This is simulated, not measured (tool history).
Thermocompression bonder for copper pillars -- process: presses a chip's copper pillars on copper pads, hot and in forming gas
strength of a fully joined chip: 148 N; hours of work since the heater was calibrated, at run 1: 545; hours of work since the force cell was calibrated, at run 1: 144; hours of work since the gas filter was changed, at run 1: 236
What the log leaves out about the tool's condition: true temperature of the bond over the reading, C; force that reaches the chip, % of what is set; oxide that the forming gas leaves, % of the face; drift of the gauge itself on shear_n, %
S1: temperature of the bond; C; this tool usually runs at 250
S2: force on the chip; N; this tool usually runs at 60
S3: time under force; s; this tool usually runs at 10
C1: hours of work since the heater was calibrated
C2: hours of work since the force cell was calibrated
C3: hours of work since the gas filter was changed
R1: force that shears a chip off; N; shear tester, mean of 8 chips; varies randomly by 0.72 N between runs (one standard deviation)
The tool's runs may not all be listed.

run,day,S1,S2,S3,C1,C2,C3,R1
1,0,250,60,10,545,144,236,108.4
2,0.421,250,60,10,550,149,241,110.8
3,0.642,250,68,10,553,152,244,113.7
# day 0.883: heater calibrated with a thermocouple chip
4,1.012,238,68,10,2,156,248,93.7
5,1.417,238,68,10,7,161,253,94.6
6,1.821,238,68,10,12,167,258,94.1
7,2.154,238,68,10,16,171,263,94.3
8,2.517,238,68,10,21,175,267,94.1
9,2.771,249,60,10,24,179,271,99.3
10,3.196,250,60,10,30,184,276,101.8
11,3.429,250,60,10,33,187,279,101.2
12,3.896,250,60,10,39,193,285,101
13,4.188,272,73,8,43,197,289,120
14,4.492,254,60,8,47,201,293,99.3
15,4.696,254,60,8,49,204,296,98.7
16,5.079,254,60,8,54,209,301,100.7
17,5.533,259,41,22,60,215,306,113.8
18,5.75,255,60,11,63,217,309,108.8
19,6.196,255,60,11,69,223,315,108.2
20,6.533,255,60,11,73,228,319,106.8
21,7.012,250,44,12,79,234,326,95.3

Forecast each of these 3 alternatives for the next run:
A,7.371,250,38,9,84,238,330,?
B,7.371,232,42,9,84,238,330,?
C,7.371,250,63,10,84,238,330,?

run,R1
A,82
B,67.8
C,102.2
Without the tool's unlogged condition, the same runs would have read:
run,R1
A,85.7
B,70.3
C,107.7
